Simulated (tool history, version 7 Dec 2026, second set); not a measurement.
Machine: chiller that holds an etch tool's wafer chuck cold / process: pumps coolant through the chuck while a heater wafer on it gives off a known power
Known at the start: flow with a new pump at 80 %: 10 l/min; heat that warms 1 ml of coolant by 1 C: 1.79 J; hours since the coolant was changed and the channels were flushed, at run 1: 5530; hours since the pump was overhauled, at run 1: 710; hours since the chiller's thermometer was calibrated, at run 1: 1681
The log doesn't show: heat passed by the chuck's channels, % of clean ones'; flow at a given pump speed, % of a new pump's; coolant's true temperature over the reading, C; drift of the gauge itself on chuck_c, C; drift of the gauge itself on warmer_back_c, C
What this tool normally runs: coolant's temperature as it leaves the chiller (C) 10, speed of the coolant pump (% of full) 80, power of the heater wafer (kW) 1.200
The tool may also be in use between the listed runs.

| run | hour | coolant's temperature as it leaves the chiller (C) | speed of the coolant pump (% of full) | power of the heater wafer (kW) | hours since the coolant was changed and the channels were flushed | hours since the pump was overhauled | hours since the chiller's thermometer was calibrated | chuck's temperature once it has settled (K) | how much warmer the coolant comes back (C) |
|---|---|---|---|---|---|---|---|---|---|
| 1 | 0.0 | 10 | 80 | 1.200 | 5530 | 710 | 1681 | 298.05 | 4.03 |
| 2 | 31.0 | 10 | 80 | 1.200 | 5561 | 741 | 1712 | 298.15 | 4.02 |
| 3 | 55.8 | 10 | 80 | 1.219 | 5585 | 766 | 1736 | 298.05 | 4.12 |
| 4 | 94.8 | 10 | 88 | 1.200 | 5624 | 805 | 1775 | 297.25 | 3.66 |
| 5 | 115.0 | 10 | 90 | 1.200 | 5645 | 825 | 1796 | 297.15 | 3.61 |
| 6 | 146.6 | 10 | 80 | 1.200 | 5676 | 857 | 1827 | 298.05 | 4.00 |
| 7 | 176.3 | 10 | 80 | 1.200 | 5706 | 887 | 1857 | 298.15 | 3.96 |

For run 8, what comes out?
| 8 | 211.7 | 10 | 80 | 1.200 | 5741 | 922 | 1892 | ? | ? |

Logged for run 8: chuck's temperature once it has settled (K) 298.05, how much warmer the coolant comes back (C) 4.04.
Without the tool's hidden state the same run would have given chuck's temperature once it has settled (K) 298.05, how much warmer the coolant comes back (C) 4.04.
